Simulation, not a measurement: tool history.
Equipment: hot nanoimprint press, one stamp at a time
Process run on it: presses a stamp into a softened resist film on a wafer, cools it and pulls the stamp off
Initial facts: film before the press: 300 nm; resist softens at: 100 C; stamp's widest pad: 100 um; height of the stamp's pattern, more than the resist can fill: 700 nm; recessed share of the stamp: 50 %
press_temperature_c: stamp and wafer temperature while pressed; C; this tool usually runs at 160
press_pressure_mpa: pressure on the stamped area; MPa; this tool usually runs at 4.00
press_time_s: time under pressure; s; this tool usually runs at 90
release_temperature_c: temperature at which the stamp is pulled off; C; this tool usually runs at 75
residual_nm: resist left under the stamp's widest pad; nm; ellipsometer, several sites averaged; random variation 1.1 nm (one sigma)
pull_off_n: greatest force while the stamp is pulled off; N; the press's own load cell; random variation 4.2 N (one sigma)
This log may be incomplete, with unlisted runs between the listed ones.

run 1 hour=0.0 | press_temperature_c=160 press_pressure_mpa=4.00 press_time_s=90 release_temperature_c=75 | residual_nm=170.5 pull_off_n=215
run 2 hour=11.4 | press_temperature_c=160 press_pressure_mpa=4.00 press_time_s=90 release_temperature_c=75 | residual_nm=172.2 pull_off_n=211
run 3 hour=24.8 | press_temperature_c=150 press_pressure_mpa=4.00 press_time_s=90 release_temperature_c=75 | residual_nm=222.2 pull_off_n=227
run 4 hour=39.1 | press_temperature_c=150 press_pressure_mpa=4.00 press_time_s=90 release_temperature_c=75 | residual_nm=222.2 pull_off_n=218
run 5 hour=51.3 | press_temperature_c=160 press_pressure_mpa=4.00 press_time_s=90 release_temperature_c=75 | residual_nm=173.5 pull_off_n=232
run 6 hour=58.3 | press_temperature_c=160 press_pressure_mpa=4.00 press_time_s=90 release_temperature_c=75 | residual_nm=172.7 pull_off_n=233
-- hour=62.7 plate thermocouple calibrated
run 7 hour=68.0 | press_temperature_c=160 press_pressure_mpa=4.00 press_time_s=90 release_temperature_c=75 | residual_nm=174.3 pull_off_n=232
run 8 hour=77.7 | press_temperature_c=161 press_pressure_mpa=4.00 press_time_s=90 release_temperature_c=75 | residual_nm=171.7 pull_off_n=238
run 9 hour=90.1 | press_temperature_c=161 press_pressure_mpa=3.29 press_time_s=90 release_temperature_c=75 | residual_nm=186.7 pull_off_n=255
-- hour=108.6 plate thermocouple calibrated, once more
run 10 hour=108.6 | press_temperature_c=160 press_pressure_mpa=4.00 press_time_s=90 release_temperature_c=75 | residual_nm=162.7 pull_off_n=238
run 11 hour=116.0 | press_temperature_c=160 press_pressure_mpa=4.00 press_time_s=90 release_temperature_c=75 | residual_nm=163.3 pull_off_n=239
run 12 hour=125.0 | press_temperature_c=155 press_pressure_mpa=4.00 press_time_s=90 release_temperature_c=75 | residual_nm=187.7 pull_off_n=238
run 13 hour=140.6 | press_temperature_c=155 press_pressure_mpa=4.00 press_time_s=90 release_temperature_c=75 | residual_nm=189.4 pull_off_n=243
run 14 hour=151.0 | press_temperature_c=155 press_pressure_mpa=3.59 press_time_s=159 release_temperature_c=75 | residual_nm=169.9 pull_off_n=246
run 15 hour=160.9 | press_temperature_c=155 press_pressure_mpa=4.07 press_time_s=159 release_temperature_c=75 | residual_nm=156.9 pull_off_n=249
run 16 hour=169.8 | press_temperature_c=153 press_pressure_mpa=5.68 press_time_s=61 release_temperature_c=75 | residual_nm=193.1 pull_off_n=249
run 17 hour=182.2 | press_temperature_c=153 press_pressure_mpa=4.68 press_time_s=94 release_temperature_c=75 | residual_nm=185.3 pull_off_n=258
run 18 hour=188.9 | press_temperature_c=153 press_pressure_mpa=3.80 press_time_s=75 release_temperature_c=75 | residual_nm=212.3 pull_off_n=261
run 19 hour=201.8 | press_temperature_c=160 press_pressure_mpa=4.00 press_time_s=88 release_temperature_c=75 | residual_nm=164.9 pull_off_n=271
run 20 hour=215.3 | press_temperature_c=160 press_pressure_mpa=4.00 press_time_s=88 release_temperature_c=75 | residual_nm=165.8 pull_off_n=270
run 21 hour=224.4 | press_temperature_c=160 press_pressure_mpa=4.00 press_time_s=88 release_temperature_c=75 | residual_nm=166.5 pull_off_n=282
run 22 hour=236.8 | press_temperature_c=170 press_pressure_mpa=4.00 press_time_s=112 release_temperature_c=78 | residual_nm=114.7 pull_off_n=274
run 23 hour=245.7 | press_temperature_c=170 press_pressure_mpa=3.02 press_time_s=107 release_temperature_c=78 | residual_nm=135.1 pull_off_n=275

Predict each of these 3 candidate next runs independently; none follows another, all start after run 23:
run A hour=259.4 | press_temperature_c=170 press_pressure_mpa=2.76 press_time_s=107 release_temperature_c=78 | residual_nm=? pull_off_n=?
run B hour=259.4 | press_temperature_c=170 press_pressure_mpa=3.02 press_time_s=157 release_temperature_c=70 | residual_nm=? pull_off_n=?
run C hour=259.4 | press_temperature_c=158 press_pressure_mpa=4.00 press_time_s=90 release_temperature_c=75 | residual_nm=? pull_off_n=?

run=A residual_nm=143.0 pull_off_n=273
run=B residual_nm=119.7 pull_off_n=317
run=C residual_nm=174.7 pull_off_n=290
With the hidden condition removed and each run's random variation left untouched, the same runs would have given:
run=A residual_nm=140.3 pull_off_n=191
run=B residual_nm=117.2 pull_off_n=222
run=C residual_nm=170.9 pull_off_n=203
